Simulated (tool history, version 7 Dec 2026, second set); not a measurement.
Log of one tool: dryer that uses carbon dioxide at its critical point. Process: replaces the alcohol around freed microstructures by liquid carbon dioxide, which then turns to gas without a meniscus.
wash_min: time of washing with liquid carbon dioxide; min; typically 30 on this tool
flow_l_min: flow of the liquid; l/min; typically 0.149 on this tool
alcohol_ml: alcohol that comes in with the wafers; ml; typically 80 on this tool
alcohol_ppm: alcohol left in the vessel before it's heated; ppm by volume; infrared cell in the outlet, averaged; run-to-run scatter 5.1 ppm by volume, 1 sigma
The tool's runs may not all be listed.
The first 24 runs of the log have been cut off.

run    hour  wash_min  flow_l_min  alcohol_ml  hours of work since the filter was changed  hours of work since the purifier's bed was changed  alcohol_ppm
 25   797.4        45       0.139          54                                         122                                                 771           85
 26   841.1        30        0.21         111                                         140                                                 789           86
 27   871.4        30       0.121          21                                         152                                                 801          176
 28   892.2        30       0.121          21                                         161                                                 809          178
 29   912.9        20       0.115         110                                         169                                                 818         5124
 30   946.2        37       0.138          50                                         182                                                 831          106
 31   983.1        21       0.189          47                                         197                                                 846          264
 32  1008.9        19       0.204          48                                         207                                                 856          310
 33  1055.6        22       0.204          48                                         226                                                 875          169
 34  1082.3        20       0.089          70                                         237                                                 885         8237
       1119  -- inlet filter changed
 35  1127.1        20       0.089          70                                           3                                                 903         5363
 36  1147.5        22       0.109          68                                          11                                                 911         1861
 37  1167.3        30       0.151          80                                          19                                                 919          134
 38  1210.8        30       0.151          26                                          37                                                 937          111
 39  1234.7        30       0.149          58                                          46                                                 946          135
 40  1254.2        30       0.149          58                                          54                                                 954          132
 41  1274.6        40         0.1          23                                          62                                                 962          140
 42  1312.4        30       0.104          80                                          78                                                 977          782
 43  1334.7        30       0.203          21                                          87                                                 986           99
 44  1358.4        30       0.203          21                                          96                                                 996           94
 45  1381.9        30       0.203          21                                         105                                                1005           97
 46  1406.4        30       0.238         108                                         115                                                1015           92

5 ways to go on from here, each from the tool as it stands after run 46. What would each give?
  A  1441.3        18       0.149          80                                         129                                                1029            ?
  B  1441.3        29       0.221          51                                         129                                                1029            ?
  C  1441.3        23       0.239         108                                         129                                                1029            ?
  D  1441.3        37       0.222          77                                         129                                                1029            ?
  E  1441.3        20       0.137          36                                         129                                                1029            ?

run  alcohol_ppm
  A         1904
  B          106
  C          122
  D          113
  E          837
Without the tool's hidden state the same runs would have given:
run  alcohol_ppm
  A         1278
  B           10
  C           14
  D           16
  E          523

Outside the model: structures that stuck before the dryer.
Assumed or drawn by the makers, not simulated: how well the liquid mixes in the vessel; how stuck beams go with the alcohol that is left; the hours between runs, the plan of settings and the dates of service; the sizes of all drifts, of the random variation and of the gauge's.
